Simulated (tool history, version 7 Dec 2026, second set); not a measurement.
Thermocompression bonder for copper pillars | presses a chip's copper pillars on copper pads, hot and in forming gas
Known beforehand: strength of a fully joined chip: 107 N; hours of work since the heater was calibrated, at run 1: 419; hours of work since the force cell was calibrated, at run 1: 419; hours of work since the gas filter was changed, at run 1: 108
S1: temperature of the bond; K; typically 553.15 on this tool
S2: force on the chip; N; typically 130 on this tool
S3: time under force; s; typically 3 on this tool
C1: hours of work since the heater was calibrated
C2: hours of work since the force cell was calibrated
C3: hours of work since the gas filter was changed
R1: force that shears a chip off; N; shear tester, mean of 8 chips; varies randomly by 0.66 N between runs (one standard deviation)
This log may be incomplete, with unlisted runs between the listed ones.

| run | hour | S1 | S2 | S3 | C1 | C2 | C3 | R1 |
|---|---|---|---|---|---|---|---|---|
| 1 | 0 | 553.15 | 130 | 3 | 419 | 419 | 108 | 40.4 |
| 2 | 14.1 | 553.15 | 130 | 3 | 429 | 429 | 118 | 40.7 |
|  | 25.4 | forming gas filter changed |
| 3 | 25.9 | 553.15 | 130 | 3 | 438 | 438 | 0 | 46 |
| 4 | 39.6 | 553.15 | 130 | 3 | 448 | 448 | 11 | 44.8 |
| 5 | 47.8 | 526.15 | 130 | 3 | 454 | 454 | 17 | 31.2 |
| 6 | 57 | 553.15 | 130 | 4 | 461 | 461 | 23 | 48.1 |
| 7 | 68.5 | 553.15 | 130 | 4 | 469 | 469 | 32 | 49.2 |
| 8 | 76.9 | 553.15 | 130 | 6 | 475 | 475 | 38 | 56.3 |
| 9 | 89.6 | 553.15 | 130 | 6 | 485 | 485 | 48 | 54.9 |
| 10 | 99.8 | 553.15 | 130 | 6 | 492 | 492 | 55 | 53 |
| 11 | 114.3 | 553.15 | 130 | 6 | 503 | 503 | 66 | 53.6 |
| 12 | 120.7 | 553.15 | 114 | 3 | 508 | 508 | 71 | 38.1 |
| 13 | 131.7 | 553.15 | 114 | 3 | 516 | 516 | 79 | 37.1 |
| 14 | 139.9 | 553.15 | 114 | 3 | 522 | 522 | 85 | 37 |
| 15 | 147.4 | 553.15 | 114 | 3 | 528 | 528 | 90 | 37.9 |
| 16 | 160.8 | 553.15 | 130 | 3 | 538 | 538 | 100 | 41.1 |
| 17 | 168.6 | 553.15 | 130 | 3 | 543 | 543 | 106 | 39.7 |
| 18 | 179.2 | 553.15 | 130 | 3 | 551 | 551 | 114 | 39.4 |
| 19 | 185.5 | 553.15 | 130 | 3 | 556 | 556 | 119 | 41.5 |
|  | 195.9 | forming gas filter changed |
| 20 | 197.2 | 553.15 | 130 | 3 | 564 | 564 | 1 | 44.2 |
| 21 | 211.9 | 574.15 | 130 | 2 | 575 | 575 | 12 | 48.3 |
| 22 | 222.8 | 553.15 | 167 | 7 | 583 | 583 | 20 | 69.1 |
| 23 | 234.1 | 552.15 | 128 | 3 | 591 | 591 | 28 | 41.4 |
| 24 | 246.9 | 559.15 | 128 | 3 | 601 | 601 | 38 | 45.4 |
| 25 | 261.7 | 577.15 | 135 | 2 | 612 | 612 | 49 | 49.9 |
| 26 | 274.4 | 543.15 | 184 | 2 | 621 | 621 | 58 | 42 |
| 27 | 287.3 | 531.15 | 184 | 2 | 631 | 631 | 68 | 34.3 |
| 28 | 294.5 | 573.15 | 130 | 7 | 636 | 636 | 73 | 66.8 |
| 29 | 305.2 | 568.15 | 149 | 4 | 644 | 644 | 81 | 59.1 |
| 30 | 311.6 | 553.15 | 87 | 2 | 649 | 649 | 86 | 24.7 |
| 31 | 322 | 572.15 | 173 | 5 | 657 | 657 | 93 | 68.7 |
| 32 | 336.5 | 572.15 | 173 | 5 | 667 | 667 | 104 | 69.2 |
| 33 | 345.9 | 572.15 | 173 | 5 | 674 | 674 | 111 | 67.1 |
| 34 | 354.3 | 578.15 | 121 | 2 | 680 | 680 | 117 | 42.6 |
| 35 | 362.5 | 566.15 | 169 | 2 | 687 | 687 | 123 | 47.9 |
|  | 366.3 | forming gas filter changed |
| 36 | 374.5 | 572.15 | 169 | 3 | 695 | 695 | 6 | 65.2 |
| 37 | 381.1 | 572.15 | 169 | 3 | 700 | 700 | 11 | 63.6 |
| 38 | 388.5 | 555.15 | 126 | 2 | 705 | 705 | 16 | 37.7 |
| 39 | 399.5 | 564.15 | 130 | 2 | 714 | 714 | 25 | 41.1 |

4 options for the next run, each taken on its own from the tool as it stands now. Forecast them:
| A | 411.9 | 568.15 | 174 | 2 | 723 | 723 | 34 | ? |
| B | 411.9 | 547.15 | 94 | 2 | 723 | 723 | 34 | ? |
| C | 411.9 | 540.15 | 130 | 3 | 723 | 723 | 34 | ? |
| D | 411.9 | 553.15 | 130 | 4 | 723 | 723 | 34 | ? |

| run | R1 |
|---|---|
| A | 53.5 |
| B | 25.2 |
| C | 35.8 |
| D | 46.6 |
Stripped of hidden state, with their random variation kept, the same runs would have yielded:
| run | R1 |
|---|---|
| A | 57.8 |
| B | 27.8 |
| C | 39.3 |
| D | 50.8 |
